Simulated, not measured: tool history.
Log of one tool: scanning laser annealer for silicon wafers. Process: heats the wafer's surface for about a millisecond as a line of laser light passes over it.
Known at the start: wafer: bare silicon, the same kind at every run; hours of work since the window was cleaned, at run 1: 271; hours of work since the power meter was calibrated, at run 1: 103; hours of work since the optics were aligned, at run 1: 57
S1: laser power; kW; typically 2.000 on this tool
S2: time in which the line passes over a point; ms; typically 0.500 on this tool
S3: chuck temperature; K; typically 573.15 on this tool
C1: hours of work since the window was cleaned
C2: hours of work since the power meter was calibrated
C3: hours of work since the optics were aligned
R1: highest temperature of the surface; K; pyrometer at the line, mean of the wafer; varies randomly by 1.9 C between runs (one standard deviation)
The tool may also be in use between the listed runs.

run   hour     S1     S2      S3   C1   C2   C3       R1
  1    0.0  2.000  0.500  573.15  271  103   57  1356.15
  2    7.0  2.000  0.500  573.15  274  105   60  1360.15
  3   14.4  2.000  0.500  573.15  277  109   63  1355.15
  4   20.2  2.000  0.500  573.15  279  111   65  1356.15
  5   27.2  2.000  0.500  573.15  282  114   68  1359.15
  6   35.2  2.000  0.500  593.15  285  117   71  1374.15
  7   44.0  2.000  0.510  593.15  289  121   75  1385.15
  8   54.9  2.000  0.490  593.15  293  125   79  1367.15
  9   60.1  2.000  0.490  593.15  295  127   81  1364.15
 10   69.7  2.000  0.464  573.15  299  131   85  1324.15
 11   77.5  2.000  0.464  573.15  303  134   89  1326.15
 12   86.5  1.711  0.352  573.15  306  138   92  1131.15
 13   95.4  1.711  0.352  573.15  310  142   96  1133.15
 14  100.5  1.711  0.482  573.15  312  144   98  1229.15
 15  107.0  1.711  0.482  573.15  315  147  101  1229.15
 16  114.6  1.884  0.482  554.15  318  150  104  1277.15
 17  121.3  1.884  0.482  554.15  321  152  107  1274.15
 18  133.2  1.965  0.422  554.15  325  157  111  1258.15
 19  143.3  2.001  0.408  554.15  330  161  116  1259.15

Consider 5 possible next runs. They are alternatives, not a sequence: every one starts from the tool as it was left by run 19. What does each give?
  A  153.5  1.727  0.500  573.15  334  166  120   ?
  B  153.5  2.033  0.500  573.15  334  166  120   ?
  C  153.5  1.957  0.500  560.15  334  166  120   ?
  D  153.5  1.985  0.561  573.15  334  166  120   ?
  E  153.5  1.915  0.500  573.15  334  166  120   ?

run       R1
  A  1247.15
  B  1364.15
  C  1322.15
  D  1394.15
  E  1317.15
Take away the tool's hidden state, keep each run's random variation, and the runs would have read:
run       R1
  A  1263.15
  B  1383.15
  C  1340.15
  D  1415.15
  E  1335.15
